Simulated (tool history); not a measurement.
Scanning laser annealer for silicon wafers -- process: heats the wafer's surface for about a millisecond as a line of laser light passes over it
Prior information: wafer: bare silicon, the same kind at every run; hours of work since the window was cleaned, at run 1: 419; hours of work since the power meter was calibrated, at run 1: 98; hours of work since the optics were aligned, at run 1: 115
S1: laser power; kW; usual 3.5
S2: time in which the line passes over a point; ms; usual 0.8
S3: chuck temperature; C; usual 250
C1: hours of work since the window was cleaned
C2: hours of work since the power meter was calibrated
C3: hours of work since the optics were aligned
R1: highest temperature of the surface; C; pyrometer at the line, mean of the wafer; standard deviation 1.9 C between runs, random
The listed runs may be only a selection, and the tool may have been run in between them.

| run | day | S1 | S2 | S3 | C1 | C2 | C3 | R1 |
|---|---|---|---|---|---|---|---|---|
| 1 | 0 | 3.5 | 0.8 | 250 | 419 | 98 | 115 | 1083 |
| 2 | 0.642 | 3.5 | 0.618 | 250 | 428 | 107 | 124 | 979 |
| 3 | 1.625 | 3.5 | 0.8 | 250 | 441 | 120 | 137 | 1081 |
| 4 | 2.604 | 3.5 | 0.8 | 250 | 455 | 134 | 151 | 1083 |
| 5 | 3.554 | 3.5 | 0.8 | 250 | 468 | 147 | 164 | 1080 |
| 6 | 4.458 | 3.5 | 0.8 | 250 | 481 | 159 | 176 | 1084 |
| 7 | 4.946 | 3.036 | 0.569 | 219 | 487 | 166 | 183 | 830 |
| 8 | 5.479 | 3.069 | 0.739 | 260 | 495 | 173 | 190 | 970 |
| 9 | 6.167 | 3.533 | 0.8 | 276 | 504 | 183 | 200 | 1116 |
| 10 | 6.596 | 3.253 | 0.678 | 235 | 510 | 189 | 206 | 950 |
| 11 | 7.488 | 3.372 | 0.935 | 285 | 522 | 201 | 218 | 1154 |
| 12 | 7.925 | 3.372 | 0.935 | 285 | 528 | 207 | 224 | 1156 |

What if the next run were any one of these 3? Each begins from the tool's condition after run 12:
| A | 8.562 | 3.5 | 0.689 | 250 | 537 | 216 | 233 | ? |
| B | 8.562 | 3.435 | 0.721 | 215 | 537 | 216 | 233 | ? |
| C | 8.562 | 3.382 | 0.935 | 285 | 537 | 216 | 233 | ? |

| run | R1 |
|---|---|
| A | 1018 |
| B | 989 |
| C | 1161 |
Take away the tool's hidden state, keep each run's random variation, and the runs would have read:
| run | R1 |
|---|---|
| A | 1019 |
| B | 990 |
| C | 1162 |
